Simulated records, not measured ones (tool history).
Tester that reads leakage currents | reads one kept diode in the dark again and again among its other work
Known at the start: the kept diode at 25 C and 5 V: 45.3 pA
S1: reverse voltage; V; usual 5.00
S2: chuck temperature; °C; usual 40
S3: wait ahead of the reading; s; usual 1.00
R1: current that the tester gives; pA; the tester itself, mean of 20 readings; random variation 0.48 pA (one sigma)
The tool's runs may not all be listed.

| run | hour | S1 | S2 | S3 | R1 |
|---|---|---|---|---|---|
| 1 | 0.0 | 5.00 | 40 | 1.00 | 169.36 |
| 2 | 147.2 | 5.00 | 40 | 1.00 | 171.28 |
| 3 | 322.0 | 6.00 | 40 | 1.00 | 191.34 |
| 4 | 409.9 | 6.00 | 40 | 1.00 | 192.39 |
|  | 499.8 | probe card cleaned and baked |
| 5 | 593.2 | 5.00 | 40 | 1.00 | 166.72 |
| 6 | 785.0 | 5.00 | 40 | 1.00 | 166.74 |
|  | 806.1 | tester calibrated |
| 7 | 910.7 | 5.00 | 40 | 1.00 | 168.02 |
|  | 927.4 | chuck's temperature calibrated |
| 8 | 1085.4 | 5.00 | 25 | 1.00 | 46.73 |
| 9 | 1200.1 | 5.00 | 29 | 1.00 | 65.35 |
| 10 | 1384.3 | 1.31 | 34 | 8.10 | 44.77 |
| 11 | 1537.9 | 1.31 | 34 | 8.10 | 45.03 |
| 12 | 1680.6 | 1.94 | 49 | 7.55 | 183.50 |
| 13 | 1799.2 | 8.62 | 40 | 0.47 | 223.07 |
| 14 | 1935.5 | 8.62 | 22 | 1.10 | 52.62 |
|  | 2009.3 | tester calibrated, once more |
| 15 | 2097.7 | 18.45 | 33 | 1.10 | 210.26 |
| 16 | 2214.4 | 9.64 | 54 | 1.70 | 696.72 |
| 17 | 2314.3 | 9.64 | 54 | 1.70 | 704.20 |
| 18 | 2420.1 | 9.64 | 54 | 1.70 | 704.99 |

Hidden state or all else? Some run-to-run changes of R1, split into what the settings, what came in and random variation would give without the hidden state, and what is left for the hidden state (with any gauge scatter that isn't in both results):
The hidden state here: stray current of the dirty probe card, pA a volt; current scale over the true one, %; true chuck temperature over the reading, C; drift of the gauge itself on leakage_pa, %.
Run 15 -> 16: S1 18.45 -> 9.64, S2 33 -> 54, S3 1.10 -> 1.70. R1 +486.46 pA: hidden state +12.14, all else +474.32.
